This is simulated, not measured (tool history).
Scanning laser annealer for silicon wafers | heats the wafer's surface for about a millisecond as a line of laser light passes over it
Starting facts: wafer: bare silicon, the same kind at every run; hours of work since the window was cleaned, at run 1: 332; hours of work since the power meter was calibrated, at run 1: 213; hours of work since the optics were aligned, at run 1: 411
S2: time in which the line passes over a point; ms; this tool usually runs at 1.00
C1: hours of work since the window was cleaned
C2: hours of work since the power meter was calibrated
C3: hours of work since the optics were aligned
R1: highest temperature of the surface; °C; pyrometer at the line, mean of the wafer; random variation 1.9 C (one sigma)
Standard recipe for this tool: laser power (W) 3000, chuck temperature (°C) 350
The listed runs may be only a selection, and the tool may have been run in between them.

Run 1, hour 0.0: usual settings; C1 332; C2 213; C3 411. Result: R1 1100 °C.
Run 2, hour 44.5: usual settings; C1 352; C2 234; C3 431. Result: R1 1102 °C.
Run 3, hour 89.5: usual settings; C1 373; C2 255; C3 452. Result: R1 1101 °C.
Run 4, hour 139.4: usual settings but S2 1.02 ms; C1 396; C2 278; C3 475. Result: R1 1107 °C.
Run 5, hour 180.3: usual settings but S2 1.02 ms; C1 416; C2 297; C3 494. Result: R1 1102 °C.
Run 6, hour 234.8: usual settings but S2 1.02 ms; C1 441; C2 323; C3 520. Result: R1 1103 °C.
At hour 245.1: optics aligned, line set to its width.
Run 7, hour 299.2: usual settings but S2 1.04 ms; C1 469; C2 350; C3 25. Result: R1 1101 °C.
Run 8, hour 340.3: usual settings but laser power (W) 2952, S2 0.77 ms, chuck temperature (°C) 383; C1 488; C2 369; C3 44. Result: R1 1033 °C.
At hour 353.6: window over the wafer cleaned.
Run 9, hour 401.2: usual settings but laser power (W) 2825, S2 1.14 ms, chuck temperature (°C) 379; C1 22; C2 397; C3 72. Result: R1 1160 °C.
Run 10, hour 457.7: usual settings but laser power (W) 2825, S2 1.06 ms, chuck temperature (°C) 352; C1 48; C2 423; C3 98. Result: R1 1108 °C.
At hour 491.0: optics aligned, line set to its width, once more.
Run 11, hour 513.4: usual settings but laser power (W) 3067, S2 1.19 ms, chuck temperature (°C) 352; C1 72; C2 447; C3 10. Result: R1 1207 °C.

Each run again, without the hidden state but with its own random variation kept:
Unlogged tool condition in this case: light that passes the window, % of a clean one's; laser's true power over the reading, %; width of the line over the set one, %; drift of the gauge itself on peak_c, C.
run    R1
  1  1129
  2  1133
  3  1133
  4  1141
  5  1138
  6  1142
  7  1144
  8  1072
  9  1165
 10  1115
 11  1214
